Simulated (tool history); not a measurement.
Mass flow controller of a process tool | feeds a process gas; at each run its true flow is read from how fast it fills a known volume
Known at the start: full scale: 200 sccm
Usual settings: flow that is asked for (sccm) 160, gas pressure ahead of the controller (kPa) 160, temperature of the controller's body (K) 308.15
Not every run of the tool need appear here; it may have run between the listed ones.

run    hour  flow that is asked for (sccm)  gas pressure ahead of the controller (kPa)  temperature of the controller's body (K)  true flow (%)
  1       0                            160                                         160                                    308.15         100.52
  2   146.6                            160                                         166                                    308.15         100.54
  3   271.5                            160                                         160                                    304.15          99.97
  4   355.8                            160                                         160                                    308.15         100.61
  5   426.3                             23                                         160                                    308.15          98.31
  6     586                             23                                         160                                    308.15          98.49
  7   751.8                             23                                         160                                    308.15          98.63
  8   827.5                             31                                         160                                    308.15          98.74
  9   943.4                             31                                         160                                    308.15          98.74
 10  1039.1                             31                                         160                                    300.15          97.77
 11  1209.2                             31                                         160                                    300.15          97.91
 12  1307.2                             31                                         160                                    297.15          97.58
 13  1479.9                            160                                         160                                    300.15         100.17
 14  1557.4                            160                                         160                                    300.15         100.23
 15  1695.5                            160                                         143                                    300.15         100.23
 16  1821.3                             87                                         160                                    308.15         100.15
 17  1947.7                             87                                         160                                    308.15         100.11
 18  2050.7                             87                                         160                                    308.15         100.13
 19  2148.9                             87                                         160                                    308.15         100.14
 20  2250.9                             87                                         160                                    308.15         100.23
 21  2340.8                             49                                         157                                    305.15          99.38
 22  2416.2                             49                                         157                                    305.15          99.27
 23  2505.7                             49                                         157                                    305.15           99.4
 24  2615.6                             49                                         157                                    305.15           99.5
 25  2791.3                             49                                         157                                    305.15          99.56
 26  2872.2                             49                                         157                                    305.15          99.48
 27  2957.5                             25                                         160                                    308.15          99.52
 28  3132.2                             25                                         160                                    295.15          98.21

Run 29 has not been measured yet. What should we expect?
 29  3291                             90                                         184                                    299.15              ?

true flow (%): 99.69
With the hidden condition absent and the run-to-run variation left alone, this run would have shown true flow (%) 98.27.

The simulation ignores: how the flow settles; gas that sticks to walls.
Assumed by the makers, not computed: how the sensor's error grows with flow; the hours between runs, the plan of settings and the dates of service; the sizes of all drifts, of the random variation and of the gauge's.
